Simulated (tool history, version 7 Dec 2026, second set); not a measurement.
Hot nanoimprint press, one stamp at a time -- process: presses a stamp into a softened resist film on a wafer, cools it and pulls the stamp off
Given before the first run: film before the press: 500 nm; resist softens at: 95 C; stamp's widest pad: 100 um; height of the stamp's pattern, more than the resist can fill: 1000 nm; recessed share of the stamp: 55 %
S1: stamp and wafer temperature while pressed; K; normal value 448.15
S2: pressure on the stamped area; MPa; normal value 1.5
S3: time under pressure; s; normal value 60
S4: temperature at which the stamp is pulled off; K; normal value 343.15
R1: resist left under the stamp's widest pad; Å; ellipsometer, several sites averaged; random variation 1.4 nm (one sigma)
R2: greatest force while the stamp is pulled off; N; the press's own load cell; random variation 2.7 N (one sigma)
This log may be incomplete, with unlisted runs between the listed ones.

Run 1, hour 0: usual settings. Result: R1 2145 Å, R2 203 N.
Run 2, hour 15.1: usual settings. Result: R1 2169 Å, R2 216 N.
Run 3, hour 23.7: usual settings but S4 330.15 K. Result: R1 2160 Å, R2 275 N.
Run 4, hour 40.1: usual settings but S4 330.15 K. Result: R1 2174 Å, R2 273 N.
Run 5, hour 56.1: usual settings but S4 330.15 K. Result: R1 2172 Å, R2 285 N.
Run 6, hour 67: usual settings but S4 330.15 K. Result: R1 2161 Å, R2 276 N.
Run 7, hour 81.6: usual settings but S4 341.15 K. Result: R1 2199 Å, R2 245 N.
Run 8, hour 89.7: usual settings but S4 341.15 K. Result: R1 2187 Å, R2 251 N.
Run 9, hour 98.7: usual settings but S2 1.05 MPa. Result: R1 2534 Å, R2 244 N.
Run 10, hour 109.2: usual settings but S2 1.05 MPa. Result: R1 2550 Å, R2 238 N.
Run 11, hour 129.4: usual settings but S1 446.15 K, S2 1.03 MPa. Result: R1 2707 Å, R2 128 N.
Run 12, hour 146.5: usual settings but S2 1.15 MPa, S4 346.15 K. Result: R1 2491 Å, R2 127 N.
Run 13, hour 162.4: usual settings but S1 446.15 K, S2 2.18 MPa, S4 351.15 K. Result: R1 2035 Å, R2 117 N.
Run 14, hour 173.8: usual settings but S1 450.15 K, S3 35 s, S4 349.15 K. Result: R1 2571 Å, R2 126 N.
Run 15, hour 185.9: usual settings but S1 450.15 K, S2 1.75 MPa, S3 72 s, S4 346.15 K. Result: R1 1726 Å, R2 134 N.
Run 16, hour 202: usual settings but S1 450.15 K, S2 1.75 MPa, S3 72 s, S4 346.15 K. Result: R1 1729 Å, R2 137 N.
Run 17, hour 216: usual settings but S1 446.15 K, S2 1.07 MPa, S3 78 s, S4 328.15 K. Result: R1 2339 Å, R2 184 N.
Run 18, hour 225.1: usual settings but S1 446.15 K, S2 1.07 MPa, S3 49 s, S4 328.15 K. Result: R1 2790 Å, R2 189 N.
Run 19, hour 237.9: usual settings but S1 446.15 K, S2 1.07 MPa, S3 49 s, S4 328.15 K. Result: R1 2755 Å, R2 180 N.

Withheld: 3 entries from between the runs. Position of each, and hidden state at the listed run before versus the listed run after:
Runs 10 to 11: stamp cleaned and given a new release coat (hour 126.8)
  true temperature over the reading, C: -1.25 -> -1.29; pressure that arrives at the usual setting, %: 99.17 -> 99.08; grip of the stamp's worn release coat, % over a new coat's: 92.5 -> 0.5
  measured minus no-state result, R1: +92 -> +99 Å; R2: +117 -> +3 N
Runs 11 to 12: plate thermocouple calibrated (hour 133.6)
  true temperature over the reading, C: -1.29 -> -1.92; pressure that arrives at the usual setting, %: 99.08 -> 99; grip of the stamp's worn release coat, % over a new coat's: 0.5 -> 2.9
  measured minus no-state result, R1: +99 -> +139 Å; R2: +3 -> +7 N
Runs 14 to 15: plate thermocouple calibrated, once more (hour 185.9)
  true temperature over the reading, C: -2.02 -> -0.04; pressure that arrives at the usual setting, %: 98.84 -> 98.78; grip of the stamp's worn release coat, % over a new coat's: 7.7 -> 9.3
  measured minus no-state result, R1: +148 -> +13 Å; R2: +13 -> +12 N
